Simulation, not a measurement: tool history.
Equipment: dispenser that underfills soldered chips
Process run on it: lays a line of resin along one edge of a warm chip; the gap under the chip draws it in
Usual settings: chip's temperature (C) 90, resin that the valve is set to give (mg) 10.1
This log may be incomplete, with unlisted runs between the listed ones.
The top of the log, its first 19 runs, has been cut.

run	hour	chip's temperature (C)	resin that the valve is set to give (mg)	hours of work since the syringe was changed	hours of work since the valve was cleaned	hours of work since the stage was calibrated	time until the resin shows at the far edge (s)	resin that the valve gave (mg)
# hour 66.5: dispensing valve cleaned and set on the balance
# hour 70.2: new syringe of resin
20	70.7	83	8.9	0	2	94	239.2	8.89
21	74.0	88	9.3	2	4	96	212.4	9.29
22	78.6	96	10.8	5	7	98	174.2	10.77
# hour 81.0: new syringe of resin
23	81.8	97	10.0	0	9	100	139.3	9.96
24	84.8	97	10.0	2	11	102	151.0	9.97
25	87.4	78	9.0	4	12	104	330.2	8.95
# hour 92.0: new syringe of resin
26	92.7	82	10.0	0	15	107	244.3	9.91
27	95.5	100	9.7	2	17	108	134.6	9.61
28	98.2	100	9.7	4	19	110	143.1	9.62
# hour 102.8: new syringe of resin
29	103.2	100	9.7	0	21	113	126.2	9.58
30	107.7	100	9.7	3	24	115	136.4	9.58
31	112.8	97	12.5	6	27	119	172.6	12.30
# hour 113.6: new syringe of resin
32	116.2	104	9.5	2	29	120	115.4	9.36

Consider 5 possible next runs. They are alternatives, not a sequence: every one starts from the tool as it was left by run 32. What does each give?
A	121.0	81	9.5	4	32	123	?	?
B	121.0	88	9.0	4	32	123	?	?
C	121.0	104	9.9	4	32	123	?	?
D	121.0	78	12.3	4	32	123	?	?
E	121.0	90	10.9	4	32	123	?	?

run	time until the resin shows at the far edge (s)	resin that the valve gave (mg)
A	308.1	9.31
B	236.4	8.82
C	128.6	9.71
D	334.9	12.06
E	211.8	10.68
With no hidden state in the tool, these same runs would have given:
run	time until the resin shows at the far edge (s)	resin that the valve gave (mg)
A	261.6	9.48
B	200.5	8.98
C	108.9	9.89
D	285.0	12.29
E	179.8	10.88

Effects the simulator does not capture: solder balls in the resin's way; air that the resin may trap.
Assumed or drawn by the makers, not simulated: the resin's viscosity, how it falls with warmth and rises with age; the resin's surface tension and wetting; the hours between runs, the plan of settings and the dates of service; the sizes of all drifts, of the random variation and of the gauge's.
